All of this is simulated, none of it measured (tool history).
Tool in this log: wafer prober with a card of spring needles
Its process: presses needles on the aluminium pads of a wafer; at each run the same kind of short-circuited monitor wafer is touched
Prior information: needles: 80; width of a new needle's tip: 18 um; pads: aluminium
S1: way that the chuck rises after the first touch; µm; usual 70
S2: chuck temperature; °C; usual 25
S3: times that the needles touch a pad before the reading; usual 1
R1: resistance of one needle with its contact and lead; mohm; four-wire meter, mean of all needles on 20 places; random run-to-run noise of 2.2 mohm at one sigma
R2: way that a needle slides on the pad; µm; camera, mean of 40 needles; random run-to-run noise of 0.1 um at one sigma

run	hour	S1	S2	S3	R1	R2
1	0.0	70	25	1	363	15.93
# hour 14.4: tips cleaned on abrasive film
2	17.0	70	25	1	533	15.75
3	29.2	70	25	1	528	15.69
# hour 41.0: tips cleaned on abrasive film
4	49.6	70	25	1	369	15.51
5	59.3	70	25	1	433	15.92
# hour 68.0: tips cleaned on abrasive film
6	72.3	70	25	1	314	15.61
7	83.1	70	25	1	400	15.82
# hour 93.6: tips cleaned on abrasive film
8	97.0	70	25	1	309	15.68
9	107.1	70	25	1	400	15.72
# hour 118.7: tips cleaned on abrasive film
10	125.7	70	25	1	344	15.67
11	143.1	70	25	1	457	15.47
# hour 145.3: tips cleaned on abrasive film
# hour 152.8: tips cleaned on abrasive film, once more
12	162.0	70	63	1	366	15.64
# hour 177.8: tips cleaned on abrasive film
13	184.4	70	63	1	346	15.76
14	200.4	70	63	1	445	15.65
# hour 204.4: tips cleaned on abrasive film
15	224.0	70	25	1	432	15.49
# hour 229.6: tips cleaned on abrasive film
16	247.3	70	25	1	431	15.67
# hour 256.3: tips cleaned on abrasive film
17	265.4	51	60	2	398	11.23
# hour 283.3: tips cleaned on abrasive film
18	288.5	70	67	1	331	15.53
19	307.5	70	35	1	454	15.63
# hour 308.8: tips cleaned on abrasive film
20	320.2	64	25	1	410	14.16
21	331.5	64	25	1	491	14.16
# hour 334.1: tips cleaned on abrasive film
22	343.0	87	35	1	328	19.26
23	358.7	87	35	1	383	19.45
# hour 360.4: tips cleaned on abrasive film
24	381.0	70	25	2	372	15.43
# hour 385.5: tips cleaned on abrasive film
25	395.2	70	25	2	321	15.38
# hour 411.1: tips cleaned on abrasive film
26	411.1	55	106	1	315	12.02
27	425.5	55	106	1	525	12.05
# hour 436.9: tips cleaned on abrasive film
28	439.8	55	106	1	361	12.02
# hour 449.5: height of the first contact set anew
29	453.6	81	25	2	316	18.65
# hour 463.1: tips cleaned on abrasive film
30	477.1	76	120	2	341	17.13
# hour 489.6: tips cleaned on abrasive film
31	497.3	87	125	2	301	19.72

Alternative continuations, all from the tool just after run 31; predict every row:
A	510.5	82	45	3	?	?
B	510.5	85	25	1	?	?
C	510.5	72	79	2	?	?
D	510.5	87	125	1	?	?
E	510.5	72	117	2	?	?

run	R1	R2
A	299	18.54
B	376	19.49
C	363	16.31
D	378	20.07
E	371	16.26
Stripped of hidden state, with their random variation kept, the same runs would have yielded:
run	R1	R2
A	245	18.60
B	237	19.55
C	257	16.37
D	265	20.13
E	270	16.32
